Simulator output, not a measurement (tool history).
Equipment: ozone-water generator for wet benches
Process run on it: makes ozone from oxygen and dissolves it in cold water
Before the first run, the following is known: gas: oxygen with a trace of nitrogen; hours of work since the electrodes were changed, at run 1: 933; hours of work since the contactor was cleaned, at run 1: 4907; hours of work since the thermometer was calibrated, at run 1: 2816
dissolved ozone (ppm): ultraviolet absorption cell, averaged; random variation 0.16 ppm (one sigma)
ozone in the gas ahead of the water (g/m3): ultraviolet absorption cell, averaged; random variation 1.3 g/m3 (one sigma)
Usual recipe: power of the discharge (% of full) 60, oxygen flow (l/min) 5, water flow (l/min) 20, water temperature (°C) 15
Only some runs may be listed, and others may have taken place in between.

run,hour,power of the discharge (% of full),oxygen flow (l/min),water flow (l/min),water temperature (°C),hours of work since the electrodes were changed,hours of work since the contactor was cleaned,hours of work since the thermometer was calibrated,dissolved ozone (ppm),ozone in the gas ahead of the water (g/m3)
1,0,60,5,20,15,933,4907,2816,20,235.3
2,20.8,60,5,20,15,950,4923,2832,19.8,234.3
3,49.4,60,5,20,15,972,4945,2854,19.9,235.7
4,70.7,60,5,31,15,989,4962,2871,12.5,236.2
5,108,60,5,17,15,1018,4991,2900,23.1,232.8
6,138.1,60,5,17,15,1041,5015,2924,23.9,233.1
7,164.5,60,5,17,15,1062,5035,2944,23.3,235.3
8,185.5,60,5,17,15,1078,5052,2961,23.2,234.8
9,207,60,5,17,15,1095,5068,2977,23.3,234.7
10,251.2,60,5,15,15,1129,5103,3012,25.8,235.1
# hour 259.4: contactor cleaned
11,295.8,89,5,15,15,1161,28,3044,31.8,293
12,322,89,5,15,15,1182,49,3064,31.5,293.6
# hour 349.8: contactor cleaned, once more
13,364.4,89,5,15,15,1211,11,3094,34.5,292.2
14,398.7,87,5,15,15,1238,38,3121,33.9,285.8
15,435.7,87,5,15,7,1267,67,3150,37.6,289.8
# hour 452.4: water thermometer calibrated
16,483.1,87,5,20,15,1304,104,24,26.1,290.7
17,521.8,87,5,20,15,1334,134,54,26.4,289.8
18,561.6,67,3.21,12,7,1365,165,85,36.2,287.1
19,584.4,67,3.21,12,7,1383,183,103,35.8,288.3
20,619.8,60,5,26,15,1411,210,131,16.3,230.6
21,655.2,85,6.05,20,15,1438,238,158,26.7,267
22,693.9,85,6.05,20,15,1468,268,188,26.9,266.8
23,738.3,77,6.05,20,15,1503,303,223,25.6,251.3
24,762.4,67,3.6,24,15,1522,322,242,17,279
25,799.6,61,7.21,25,11,1551,351,271,19.6,207.4
26,842.9,61,7.21,25,11,1585,385,305,19.8,207.8
27,874.5,67,7.21,25,7,1609,409,329,22.1,217.7
28,921.4,60,5.1,31,15,1646,446,366,13.5,230.2
29,950.9,60,5.1,31,15,1669,469,389,13.5,232.7
30,995.8,51,3.28,27,14,1704,504,424,12.2,245.3
31,1031,51,3.28,27,14,1731,531,452,12.4,246.9
32,1061.1,51,3.28,27,14,1755,555,475,12.5,246.1
33,1105.4,51,3.16,25,14,1790,589,510,13.2,247.8
34,1150,60,6.07,19,15,1824,624,544,22.6,217.7

Each row is a separate what-if for the run after 34, all from the same tool condition, not one after another. Results?
A,1173,60,2.73,20,15,1842,642,562,?,?
B,1173,60,5,27,15,1842,642,562,?,?
C,1173,68,6.07,19,15,1842,642,562,?,?

run,dissolved ozone (ppm),ozone in the gas ahead of the water (g/m3)
A,17.2,284.7
B,15.6,232
C,24.7,231.8
Without the tool's unlogged condition, the same runs would have read:
run,dissolved ozone (ppm),ozone in the gas ahead of the water (g/m3)
A,17.6,289.9
B,16.1,236.3
C,25.4,236.4
